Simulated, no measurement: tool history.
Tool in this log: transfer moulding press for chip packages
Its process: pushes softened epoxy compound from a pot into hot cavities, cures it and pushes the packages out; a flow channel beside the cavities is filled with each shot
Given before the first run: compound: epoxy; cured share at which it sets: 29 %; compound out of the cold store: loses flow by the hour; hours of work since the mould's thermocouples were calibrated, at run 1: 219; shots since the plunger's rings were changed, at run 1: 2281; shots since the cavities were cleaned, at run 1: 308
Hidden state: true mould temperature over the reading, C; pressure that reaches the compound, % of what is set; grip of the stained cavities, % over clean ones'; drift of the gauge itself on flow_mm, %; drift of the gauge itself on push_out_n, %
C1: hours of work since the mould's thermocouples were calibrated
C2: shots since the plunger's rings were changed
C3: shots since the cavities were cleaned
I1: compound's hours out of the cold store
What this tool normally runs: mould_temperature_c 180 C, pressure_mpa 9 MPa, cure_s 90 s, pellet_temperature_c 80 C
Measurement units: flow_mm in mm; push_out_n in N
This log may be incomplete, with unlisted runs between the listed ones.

Run 1, day 0: usual settings; C1 219; C2 2281; C3 308; I1 44.4. Result: flow_mm 818 mm, push_out_n 427 N.
At day 0.8: cavities cleaned with cleaning compound and waxed.
At day 1.45: plunger's sealing rings changed.
Run 2, day 2.3: usual settings; C1 251; C2 222; C3 366; I1 24.7. Result: flow_mm 940 mm, push_out_n 450 N.
At day 2.842: cavities cleaned with cleaning compound and waxed.
Run 3, day 3.625: usual settings but cure_s 124 s; C1 269; C2 554; C3 206; I1 41.7. Result: flow_mm 850 mm, push_out_n 365 N.
At day 4.738: cavities cleaned with cleaning compound and waxed.
Run 4, day 5.842: usual settings but cure_s 124 s; C1 301; C2 1119; C3 290; I1 14. Result: flow_mm 988 mm, push_out_n 396 N.
At day 6.675: cavities cleaned with cleaning compound and waxed.
At day 8.612: cavities cleaned with cleaning compound and waxed.
Run 5, day 8.729: usual settings but cure_s 124 s; C1 342; C2 1843; C3 30; I1 21.7. Result: flow_mm 935 mm, push_out_n 355 N.
At day 10.521: cavities cleaned with cleaning compound and waxed.
Run 6, day 11.312: usual settings; C1 379; C2 2505; C3 208; I1 48. Result: flow_mm 803 mm, push_out_n 435 N.
At day 12.021: plunger's sealing rings changed.
At day 12.533: cavities cleaned with cleaning compound and waxed.
Run 7, day 13.458: usual settings; C1 408; C2 361; C3 242; I1 8.6. Result: flow_mm 1031 mm, push_out_n 445 N.
At day 14.525: cavities cleaned with cleaning compound and waxed.
Run 8, day 15.5: usual settings but cure_s 112 s, pellet_temperature_c 76 C; C1 437; C2 880; C3 255; I1 18.2. Result: flow_mm 965 mm, push_out_n 427 N.
At day 16.492: cavities cleaned with cleaning compound and waxed.
Run 9, day 17.804: usual settings but cure_s 76 s; C1 470; C2 1468; C3 344; I1 43.6. Result: flow_mm 831 mm, push_out_n 521 N.
At day 18.383: mould's thermocouples calibrated.
At day 18.446: cavities cleaned with cleaning compound and waxed.
At day 20.325: cavities cleaned with cleaning compound and waxed.
Run 10, day 20.688: usual settings but mould_temperature_c 179 C, cure_s 91 s; C1 32; C2 2170; C3 95; I1 32.6. Result: flow_mm 879 mm, push_out_n 405 N.
At day 22.308: cavities cleaned with cleaning compound and waxed.
At day 22.588: plunger's sealing rings changed.
Run 11, day 23.104: usual settings but mould_temperature_c 179 C, pressure_mpa 7.45 MPa, cure_s 91 s, pellet_temperature_c 73 C; C1 65; C2 135; C3 181; I1 18.2. Result: flow_mm 890 mm, push_out_n 416 N.
At day 24.271: cavities cleaned with cleaning compound and waxed.
Run 12, day 25.854: usual settings but pellet_temperature_c 82 C; C1 105; C2 840; C3 415; I1 15.6. Result: flow_mm 982 mm, push_out_n 464 N.
At day 26.108: cavities cleaned with cleaning compound and waxed.
Run 13, day 27.317: usual settings but pressure_mpa 8.33 MPa; C1 126; C2 1207; C3 316; I1 34.3. Result: flow_mm 846 mm, push_out_n 440 N.

3 options for the next run, each taken on its own from the tool as it stands now. Forecast them:
At day 27.967: cavities cleaned with cleaning compound and waxed.
Run A, day 28.767: usual settings but mould_temperature_c 177 C, pressure_mpa 9.54 MPa, pellet_temperature_c 86 C; C1 146; C2 1571; C3 209; I1 36.5. Result: flow_mm ?, push_out_n ?.
At day 27.967: cavities cleaned with cleaning compound and waxed.
Run B, day 28.767: usual settings; C1 146; C2 1571; C3 209; I1 21.4. Result: flow_mm ?, push_out_n ?.
At day 27.967: cavities cleaned with cleaning compound and waxed.
Run C, day 28.767: usual settings but pressure_mpa 8.2 MPa, cure_s 82 s, pellet_temperature_c 82 C; C1 146; C2 1571; C3 209; I1 31.9. Result: flow_mm ?, push_out_n ?.

run  flow_mm  push_out_n
  A      896         448
  B      940         406
  C      847         436
With the hidden condition removed and each run's random variation left untouched, the same runs would have given:
run  flow_mm  push_out_n
  A      913         388
  B      958         350
  C      863         377

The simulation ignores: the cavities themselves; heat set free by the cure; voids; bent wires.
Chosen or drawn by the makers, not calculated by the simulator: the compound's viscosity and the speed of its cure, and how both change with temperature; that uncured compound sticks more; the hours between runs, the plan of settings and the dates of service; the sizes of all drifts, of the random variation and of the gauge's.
